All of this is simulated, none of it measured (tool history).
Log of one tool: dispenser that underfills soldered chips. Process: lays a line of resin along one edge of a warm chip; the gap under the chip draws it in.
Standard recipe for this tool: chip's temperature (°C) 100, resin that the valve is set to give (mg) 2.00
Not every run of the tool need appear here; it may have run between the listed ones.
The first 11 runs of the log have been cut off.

run,hour,chip's temperature (°C),resin that the valve is set to give (mg),time until the resin shows at the far edge (s),resin that the valve gave (mg)
# hour 110.5: new syringe of resin
12,114.8,100,2.15,22.6,2.076
# hour 118.6: new syringe of resin
13,122.1,100,2.15,21.6,2.075
# hour 126.4: new syringe of resin
14,131.4,100,2.09,23.7,2.000
# hour 134.3: new syringe of resin
# hour 142.5: new syringe of resin
15,142.7,105,2.00,16.5,1.888
# hour 151.0: new syringe of resin
16,154.4,105,2.00,18.5,1.877
# hour 158.0: dispensing valve cleaned and set on the balance
# hour 160.2: new syringe of resin
17,166.5,105,2.00,20.2,1.975
# hour 168.2: new syringe of resin
18,174.4,95,2.26,29.5,2.242
# hour 176.3: new syringe of resin
19,180.2,103,2.42,19.9,2.385
# hour 184.5: new syringe of resin
20,190.7,103,2.42,21.5,2.369
# hour 192.5: new syringe of resin
21,198.7,100,2.36,24.4,2.287
# hour 200.6: new syringe of resin
# hour 209.3: new syringe of resin
22,210.6,100,2.36,20.8,2.286
# hour 217.3: new syringe of resin
23,220.4,100,2.36,21.5,2.270

What will run 24 give?
# hour 225.1: new syringe of resin
24,231.3,100,2.36,?,?

Run 24 yielded time until the resin shows at the far edge (s) 25.0, resin that the valve gave (mg) 2.249.
The same run, on a tool lacking any hidden state, would have yielded time until the resin shows at the far edge (s) 17.8, resin that the valve gave (mg) 2.361.
